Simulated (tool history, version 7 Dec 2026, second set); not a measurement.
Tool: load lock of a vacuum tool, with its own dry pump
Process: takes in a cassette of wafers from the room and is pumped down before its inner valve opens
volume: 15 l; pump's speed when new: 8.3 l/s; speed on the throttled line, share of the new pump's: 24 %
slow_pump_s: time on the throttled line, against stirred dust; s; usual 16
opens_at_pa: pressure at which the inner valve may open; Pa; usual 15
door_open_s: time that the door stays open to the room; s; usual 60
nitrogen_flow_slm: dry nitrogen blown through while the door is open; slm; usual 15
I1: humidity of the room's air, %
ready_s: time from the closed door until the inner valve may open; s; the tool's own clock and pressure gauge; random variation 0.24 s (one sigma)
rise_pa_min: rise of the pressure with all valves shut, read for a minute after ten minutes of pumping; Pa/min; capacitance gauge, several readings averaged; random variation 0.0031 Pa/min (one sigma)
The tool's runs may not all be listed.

run 1 hour=0 | slow_pump_s=16 opens_at_pa=15 door_open_s=60 nitrogen_flow_slm=15 | I1=44 | ready_s=29.5 rise_pa_min=0.384
-- hour=191.3 dry pump taken out, an overhauled one fitted
run 2 hour=542.3 | slow_pump_s=16 opens_at_pa=15 door_open_s=60 nitrogen_flow_slm=15 | I1=46.5 | ready_s=27.8 rise_pa_min=0.436
run 3 hour=1026.7 | slow_pump_s=16 opens_at_pa=15 door_open_s=60 nitrogen_flow_slm=15 | I1=45 | ready_s=28.4 rise_pa_min=0.494
run 4 hour=1577.6 | slow_pump_s=16 opens_at_pa=15 door_open_s=44 nitrogen_flow_slm=15 | I1=40.9 | ready_s=28.1 rise_pa_min=0.536
run 5 hour=2017.5 | slow_pump_s=16 opens_at_pa=15 door_open_s=60 nitrogen_flow_slm=4 | I1=43.1 | ready_s=28.3 rise_pa_min=0.619
run 6 hour=2418.4 | slow_pump_s=16 opens_at_pa=10 door_open_s=60 nitrogen_flow_slm=15 | I1=45.4 | ready_s=28.9 rise_pa_min=0.649
run 7 hour=2914.1 | slow_pump_s=16 opens_at_pa=10 door_open_s=60 nitrogen_flow_slm=15 | I1=45.9 | ready_s=29 rise_pa_min=0.706
-- hour=3179.4 door's seal changed, seat wiped
run 8 hour=3461 | slow_pump_s=16 opens_at_pa=10 door_open_s=60 nitrogen_flow_slm=15 | I1=43.9 | ready_s=29.2 rise_pa_min=0.071
run 9 hour=3915.9 | slow_pump_s=16 opens_at_pa=10 door_open_s=60 nitrogen_flow_slm=15 | I1=44.2 | ready_s=29.2 rise_pa_min=0.085
run 10 hour=4454.6 | slow_pump_s=16 opens_at_pa=10 door_open_s=60 nitrogen_flow_slm=15 | I1=47.4 | ready_s=29.7 rise_pa_min=0.111
run 11 hour=5075.4 | slow_pump_s=16 opens_at_pa=15 door_open_s=60 nitrogen_flow_slm=15 | I1=46.5 | ready_s=29.2 rise_pa_min=0.128
run 12 hour=5647.6 | slow_pump_s=16 opens_at_pa=15 door_open_s=60 nitrogen_flow_slm=15 | I1=43.3 | ready_s=28.5 rise_pa_min=0.155
run 13 hour=6117 | slow_pump_s=14 opens_at_pa=15 door_open_s=60 nitrogen_flow_slm=15 | I1=41 | ready_s=27.3 rise_pa_min=0.172
run 14 hour=6856.9 | slow_pump_s=16 opens_at_pa=15 door_open_s=60 nitrogen_flow_slm=15 | I1=46.6 | ready_s=29.1 rise_pa_min=0.22
run 15 hour=7464.8 | slow_pump_s=16 opens_at_pa=15 door_open_s=60 nitrogen_flow_slm=15 | I1=41.2 | ready_s=28.8 rise_pa_min=0.251
run 16 hour=8126.9 | slow_pump_s=16 opens_at_pa=15 door_open_s=60 nitrogen_flow_slm=15 | I1=42.4 | ready_s=28.9 rise_pa_min=0.304
run 17 hour=8457.8 | slow_pump_s=16 opens_at_pa=15 door_open_s=60 nitrogen_flow_slm=15 | I1=44.5 | ready_s=29 rise_pa_min=0.334
run 18 hour=8770.1 | slow_pump_s=16 opens_at_pa=15 door_open_s=60 nitrogen_flow_slm=15 | I1=45.1 | ready_s=29.4 rise_pa_min=0.357
run 19 hour=9415.1 | slow_pump_s=16 opens_at_pa=15 door_open_s=60 nitrogen_flow_slm=15 | I1=43.5 | ready_s=28.8 rise_pa_min=0.419
run 20 hour=9990.2 | slow_pump_s=16 opens_at_pa=14 door_open_s=60 nitrogen_flow_slm=15 | I1=48.7 | ready_s=29.7 rise_pa_min=0.47
run 21 hour=10686.1 | slow_pump_s=16 opens_at_pa=14 door_open_s=60 nitrogen_flow_slm=13 | I1=45.1 | ready_s=29.4 rise_pa_min=0.553
run 22 hour=11337.1 | slow_pump_s=16 opens_at_pa=20 door_open_s=27 nitrogen_flow_slm=24 | I1=45.7 | ready_s=28.7 rise_pa_min=0.586
run 23 hour=11813.6 | slow_pump_s=16 opens_at_pa=13 door_open_s=60 nitrogen_flow_slm=15 | I1=41.3 | ready_s=29.7 rise_pa_min=0.669
-- hour=11922.7 door's seal changed, seat wiped
run 24 hour=12186.4 | slow_pump_s=16 opens_at_pa=13 door_open_s=60 nitrogen_flow_slm=15 | I1=44.3 | ready_s=29.6 rise_pa_min=0.079
run 25 hour=12756.5 | slow_pump_s=16 opens_at_pa=13 door_open_s=60 nitrogen_flow_slm=15 | I1=40.3 | ready_s=30 rise_pa_min=0.079
run 26 hour=13490.6 | slow_pump_s=16 opens_at_pa=13 door_open_s=60 nitrogen_flow_slm=15 | I1=44.3 | ready_s=30.1 rise_pa_min=0.113
-- hour=13834.7 dry pump taken out, an overhauled one fitted
run 27 hour=14032.2 | slow_pump_s=16 opens_at_pa=13 door_open_s=30 nitrogen_flow_slm=5 | I1=47.8 | ready_s=28.8 rise_pa_min=0.137
run 28 hour=14542.7 | slow_pump_s=20 opens_at_pa=11 door_open_s=60 nitrogen_flow_slm=6 | I1=43.3 | ready_s=32.1 rise_pa_min=0.165
run 29 hour=15271.9 | slow_pump_s=15 opens_at_pa=11 door_open_s=35 nitrogen_flow_slm=15 | I1=45.4 | ready_s=28.3 rise_pa_min=0.186
run 30 hour=15602 | slow_pump_s=22 opens_at_pa=14 door_open_s=139 nitrogen_flow_slm=45 | I1=44.9 | ready_s=33.1 rise_pa_min=0.208
run 31 hour=16139.8 | slow_pump_s=22 opens_at_pa=16 door_open_s=55 nitrogen_flow_slm=9 | I1=44.1 | ready_s=32.8 rise_pa_min=0.26
run 32 hour=16443.8 | slow_pump_s=26 opens_at_pa=15 door_open_s=110 nitrogen_flow_slm=15 | I1=47.6 | ready_s=36.1 rise_pa_min=0.293
run 33 hour=16845.1 | slow_pump_s=15 opens_at_pa=15 door_open_s=60 nitrogen_flow_slm=15 | I1=41.1 | ready_s=28.4 rise_pa_min=0.301
run 34 hour=17307 | slow_pump_s=15 opens_at_pa=15 door_open_s=60 nitrogen_flow_slm=15 | I1=42.8 | ready_s=28.2 rise_pa_min=0.335
run 35 hour=17961.7 | slow_pump_s=31 opens_at_pa=15 door_open_s=75 nitrogen_flow_slm=15 | I1=41.7 | ready_s=40.8 rise_pa_min=0.399
run 36 hour=18267.8 | slow_pump_s=31 opens_at_pa=11 door_open_s=75 nitrogen_flow_slm=8 | I1=46.1 | ready_s=41.4 rise_pa_min=0.433
run 37 hour=18690.8 | slow_pump_s=30 opens_at_pa=11 door_open_s=75 nitrogen_flow_slm=33 | I1=46.4 | ready_s=39.8 rise_pa_min=0.437
run 38 hour=19427 | slow_pump_s=15 opens_at_pa=11 door_open_s=75 nitrogen_flow_slm=33 | I1=45.2 | ready_s=28.8 rise_pa_min=0.512

Forecast each of these 3 alternatives for the next run:
run A hour=19773.1 | slow_pump_s=20 opens_at_pa=13 door_open_s=91 nitrogen_flow_slm=15 | I1=46.2 | ready_s=? rise_pa_min=?
run B hour=19773.1 | slow_pump_s=16 opens_at_pa=15 door_open_s=60 nitrogen_flow_slm=20 | I1=47.9 | ready_s=? rise_pa_min=?
run C hour=19773.1 | slow_pump_s=24 opens_at_pa=19 door_open_s=75 nitrogen_flow_slm=33 | I1=45.7 | ready_s=? rise_pa_min=?

run=A ready_s=32.6 rise_pa_min=0.58
run=B ready_s=29.1 rise_pa_min=0.565
run=C ready_s=34.6 rise_pa_min=0.55
Without the tool's hidden state the same runs would have given:
run=A ready_s=31.8 rise_pa_min=0.081
run=B ready_s=28.3 rise_pa_min=0.066
run=C ready_s=33.9 rise_pa_min=0.054
